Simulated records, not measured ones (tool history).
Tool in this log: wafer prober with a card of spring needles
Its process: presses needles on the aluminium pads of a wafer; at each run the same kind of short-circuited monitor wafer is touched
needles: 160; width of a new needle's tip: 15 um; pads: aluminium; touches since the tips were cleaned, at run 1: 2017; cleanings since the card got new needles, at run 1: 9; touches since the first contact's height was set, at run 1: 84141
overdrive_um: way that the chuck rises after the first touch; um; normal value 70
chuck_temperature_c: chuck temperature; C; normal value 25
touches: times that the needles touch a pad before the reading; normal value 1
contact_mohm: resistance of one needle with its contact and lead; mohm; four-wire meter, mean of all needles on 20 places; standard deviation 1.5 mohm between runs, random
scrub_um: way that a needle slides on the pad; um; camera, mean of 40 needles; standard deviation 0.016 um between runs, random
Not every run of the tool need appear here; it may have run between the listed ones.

run	hour	overdrive_um	chuck_temperature_c	touches	touches since the tips were cleaned	cleanings since the card got new needles	touches since the first contact's height was set	contact_mohm	scrub_um
1	0	70	25	1	2017	9	84141	170	8.85
2	5.6	70	25	1	3578	9	85702	183	8.81
3	15.3	70	25	1	6297	9	88421	197	8.8
4	22.1	70	25	1	8203	9	90327	204	8.82
# hour 23.6: tips cleaned on abrasive film
5	34.7	70	25	1	3113	10	93832	172	8.8
6	44.7	70	25	1	5931	10	96650	186	8.82
# hour 53.8: tips cleaned on abrasive film
7	55.5	70	25	1	478	11	99631	146	8.83
8	67.5	70	25	1	3840	11	102993	186	8.81
9	80	70	25	2	7346	11	106499	173	8.82
# hour 84.4: tips cleaned on abrasive film
10	88.3	70	25	2	1069	12	108795	147	8.82
11	94.2	70	25	2	2724	12	110450	161	8.83
12	103.8	70	25	1	5430	12	113156	195	8.81
# hour 114.4: tips cleaned on abrasive film
13	115	70	25	1	161	13	116264	149	8.77
14	120.3	70	25	1	1647	13	117750	165	8.77
15	126.2	70	25	1	3300	13	119403	182	8.82
16	134	70	25	1	5497	13	121600	196	8.8
17	140.2	70	25	1	7230	13	123333	203	8.8
# hour 144.9: tips cleaned on abrasive film
18	151.2	72	85	1	1766	14	126391	170	9.04
19	160.1	70	50	1	4248	14	128873	193	8.83
20	168.5	69	25	1	6604	14	131229	200	8.68
# hour 175.7: tips cleaned on abrasive film
21	180.5	61	112	1	1366	15	134574	186	7.63
22	188.2	61	112	1	3514	15	136722	205	7.64
23	197.4	61	112	1	6092	15	139300	221	7.64
# hour 205.8: tips cleaned on abrasive film
24	206.5	61	112	1	189	16	141812	160	7.61
25	214.2	76	29	1	2348	16	143971	168	9.57
26	226.5	76	61	2	5822	16	147445	171	9.55
# hour 235.9: tips cleaned on abrasive film
27	238.2	79	61	1	642	17	150686	151	9.93
28	245.4	79	61	1	2646	17	152690	170	9.88
29	254.8	58	25	2	5285	17	155329	187	7.26
30	265.5	58	70	2	8282	17	158326	197	7.22
# hour 266.2: tips cleaned on abrasive film
31	272	60	51	1	1604	18	160122	180	7.47
32	278.4	70	25	2	3411	18	161929	163	8.75
33	284.3	53	77	3	5063	18	163581	181	6.62
34	289.5	70	117	1	6507	18	165025	206	8.78

Hidden state at the last listed run before each entry between runs and at the first one after, where it differs:
After run 4, before run 5: tips cleaned on abrasive film (hour 23.6)
  debris on the tips, nm: 67.6 -> 41.8; way that the needles fall short of the set height, um: 0.6 -> 0.64; tips' diameter, um: 15.21 -> 15.22
  measured minus no-state result, contact_mohm: +65 -> +39 mohm; scrub_um: -0.08 -> -0.09 um
After run 6, before run 7: tips cleaned on abrasive film (hour 53.8)
  debris on the tips, nm: 58.8 -> 12.5; way that the needles fall short of the set height, um: 0.64 -> 0.71; tips' diameter, um: 15.22 -> 15.25
  measured minus no-state result, contact_mohm: +55 -> +13 mohm; scrub_um: -0.08 -> -0.09 um
After run 9, before run 10: tips cleaned on abrasive film (hour 84.4)
  debris on the tips, nm: 65.2 -> 22; way that the needles fall short of the set height, um: 0.71 -> 0.77; tips' diameter, um: 15.25 -> 15.27
  measured minus no-state result, contact_mohm: +37 -> +13 mohm; scrub_um: -0.09 -> -0.1 um
After run 12, before run 13: tips cleaned on abrasive film (hour 114.4)
  debris on the tips, nm: 58.6 -> 10; way that the needles fall short of the set height, um: 0.77 -> 0.81; tips' diameter, um: 15.27 -> 15.28
  measured minus no-state result, contact_mohm: +57 -> +10 mohm; scrub_um: -0.09 -> -0.11 um
After run 17, before run 18: tips cleaned on abrasive film (hour 144.9)
  debris on the tips, nm: 64.8 -> 31.9; way that the needles fall short of the set height, um: 0.81 -> 0.86; tips' diameter, um: 15.28 -> 15.3
  measured minus no-state result, contact_mohm: +64 -> +27 mohm; scrub_um: -0.1 -> -0.11 um
After run 20, before run 21: tips cleaned on abrasive film (hour 175.7)
  debris on the tips, nm: 63.3 -> 27.4; way that the needles fall short of the set height, um: 0.86 -> 0.91; tips' diameter, um: 15.3 -> 15.32
  measured minus no-state result, contact_mohm: +63 -> +30 mohm; scrub_um: -0.11 -> -0.11 um
After run 23, before run 24: tips cleaned on abrasive film (hour 205.8)
  debris on the tips, nm: 61.1 -> 5.9; way that the needles fall short of the set height, um: 0.91 -> 0.99; tips' diameter, um: 15.32 -> 15.35
  measured minus no-state result, contact_mohm: +66 -> +7 mohm; scrub_um: -0.12 -> -0.13 um
After run 26, before run 27: tips cleaned on abrasive film (hour 235.9)
  debris on the tips, nm: 58.6 -> 14.4; way that the needles fall short of the set height, um: 0.99 -> 1.06; tips' diameter, um: 15.35 -> 15.37
  measured minus no-state result, contact_mohm: +28 -> +12 mohm; scrub_um: -0.13 -> -0.13 um
After run 30, before run 31: tips cleaned on abrasive film (hour 266.2)
  debris on the tips, nm: 66.9 -> 28.8; way that the needles fall short of the set height, um: 1.06 -> 1.13; tips' diameter, um: 15.37 -> 15.4
  measured minus no-state result, contact_mohm: +51 -> +36 mohm; scrub_um: -0.13 -> -0.15 um
